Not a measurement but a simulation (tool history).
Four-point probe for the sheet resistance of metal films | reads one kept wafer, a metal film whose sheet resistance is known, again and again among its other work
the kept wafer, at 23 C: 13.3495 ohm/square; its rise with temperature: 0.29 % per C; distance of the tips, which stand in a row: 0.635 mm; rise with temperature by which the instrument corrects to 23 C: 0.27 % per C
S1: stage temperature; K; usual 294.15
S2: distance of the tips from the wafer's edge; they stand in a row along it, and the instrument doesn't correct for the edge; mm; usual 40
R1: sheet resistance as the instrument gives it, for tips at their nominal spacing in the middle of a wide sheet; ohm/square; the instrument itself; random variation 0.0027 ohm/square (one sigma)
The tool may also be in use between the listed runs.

| run | day | S1 | S2 | R1 |
|---|---|---|---|---|
| 1 | 0 | 294.15 | 40 | 13.343895 |
| 2 | 1.783 | 294.15 | 40 | 13.347313 |
| 3 | 4.283 | 305.15 | 40 | 13.366335 |
| 4 | 6.212 | 305.15 | 40 | 13.370293 |
| 5 | 7.35 | 305.15 | 40 | 13.370204 |
| 6 | 9.575 | 294.15 | 40 | 13.348269 |
| 7 | 11.667 | 294.15 | 21 | 13.349297 |
| 8 | 14.054 | 294.15 | 12 | 13.360384 |
| 9 | 16.546 | 306.15 | 33 | 13.366381 |
| 10 | 19.125 | 299.15 | 74 | 13.35671 |
| 11 | 20.558 | 298.15 | 40 | 13.354619 |
| 12 | 21.658 | 304.15 | 5 | 13.481941 |
| 13 | 23.429 | 304.15 | 5 | 13.479013 |

Forecast each of these 3 alternatives for the next run:
|  | 24.533 | stage's thermometer calibrated |
| A | 25.854 | 294.15 | 40 | ? |
|  | 24.533 | stage's thermometer calibrated |
| B | 25.854 | 301.15 | 60 | ? |
|  | 24.533 | stage's thermometer calibrated |
| C | 25.854 | 307.15 | 28 | ? |

| run | R1 |
|---|---|
| A | 13.345579 |
| B | 13.36007 |
| C | 13.375235 |
Without the tool's hidden state the same runs would have given:
| run | R1 |
|---|---|
| A | 13.347578 |
| B | 13.362072 |
| C | 13.37724 |
